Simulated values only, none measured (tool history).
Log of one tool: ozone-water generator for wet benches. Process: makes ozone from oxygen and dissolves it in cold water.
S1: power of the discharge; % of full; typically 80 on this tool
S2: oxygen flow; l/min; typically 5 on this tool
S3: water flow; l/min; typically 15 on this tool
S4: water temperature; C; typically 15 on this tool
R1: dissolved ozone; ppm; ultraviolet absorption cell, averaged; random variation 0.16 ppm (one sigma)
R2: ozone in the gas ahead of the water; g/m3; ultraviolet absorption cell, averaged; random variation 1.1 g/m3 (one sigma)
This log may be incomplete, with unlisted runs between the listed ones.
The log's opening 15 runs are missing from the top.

Run 16, hour 604.1: usual settings. Result: R1 21.6 ppm, R2 192.6 g/m3.
Run 17, hour 651.7: usual settings but S1 66 % of full, S2 6.23 l/min. Result: R1 18.4 ppm, R2 147.3 g/m3.
Run 18, hour 691: usual settings but S1 98 % of full. Result: R1 26 ppm, R2 228.4 g/m3.
Run 19, hour 741.9: usual settings but S1 98 % of full, S2 3.3 l/min, S3 12 l/min, S4 8 C. Result: R1 33.9 ppm, R2 281.9 g/m3.
At hour 771.8: water thermometer calibrated.
At hour 792.7: gauge calibrated.
Run 20, hour 792.7: usual settings but S4 14 C. Result: R1 21.9 ppm, R2 197.4 g/m3.
Run 21, hour 842.9: usual settings but S4 14 C. Result: R1 21.8 ppm, R2 198.1 g/m3.
Run 22, hour 892.6: usual settings but S1 41 % of full, S2 8.51 l/min, S3 12 l/min, S4 16 C. Result: R1 13.7 ppm, R2 83.3 g/m3.
Run 23, hour 937.2: usual settings but S4 11 C. Result: R1 23.1 ppm, R2 195.9 g/m3.
Run 24, hour 979.7: usual settings but S1 52 % of full, S4 12 C. Result: R1 15.4 ppm, R2 134.4 g/m3.
Run 25, hour 1034.2: usual settings but S1 83 % of full, S2 3.55 l/min, S4 12 C. Result: R1 22.7 ppm, R2 240.2 g/m3.
Run 26, hour 1072: usual settings but S1 83 % of full, S2 3.55 l/min, S4 12 C. Result: R1 22.5 ppm, R2 239.9 g/m3.
Run 27, hour 1131.1: usual settings but S1 83 % of full, S2 3.55 l/min, S4 12 C. Result: R1 22.7 ppm, R2 238.1 g/m3.
Run 28, hour 1183.8: usual settings but S1 83 % of full, S2 3.55 l/min, S4 12 C. Result: R1 22.5 ppm, R2 238.2 g/m3.
Run 29, hour 1231.6: usual settings but S1 83 % of full, S2 3.55 l/min, S3 13 l/min, S4 21 C. Result: R1 23 ppm, R2 238.1 g/m3.
Run 30, hour 1269.6: usual settings but S2 5.33 l/min, S4 7 C. Result: R1 24.4 ppm, R2 186.4 g/m3.
Run 31, hour 1320: usual settings but S2 7.83 l/min. Result: R1 21.4 ppm, R2 155.6 g/m3.
Run 32, hour 1374.6: usual settings but S1 57 % of full, S2 2.96 l/min, S3 19 l/min, S4 8 C. Result: R1 12.9 ppm, R2 184.7 g/m3.

Below are 4 alternative next runs, each starting from the tool's condition after run 32. Predict each:
Run A, hour 1422.4: usual settings but S3 20 l/min. Result: R1 ?, R2 ?.
Run B, hour 1422.4: usual settings but S1 58 % of full, S2 2.96 l/min, S3 19 l/min, S4 18 C. Result: R1 ?, R2 ?.
Run C, hour 1422.4: usual settings but S1 84 % of full, S2 2.96 l/min, S3 19 l/min, S4 11 C. Result: R1 ?, R2 ?.
Run D, hour 1422.4: usual settings but S1 57 % of full, S2 2.96 l/min, S3 20 l/min, S4 8 C. Result: R1 ?, R2 ?.

run    R1     R2
  A  16.3  192.4
  B  11.4  188.1
  C  17.3  261.7
  D  11.9  184.1
With the hidden condition removed and each run's random variation left untouched, the same runs would have given:
run    R1     R2
  A  16.4  197.4
  B  11.4  192.9
  C  17.3  268.5
  D  11.9  188.7
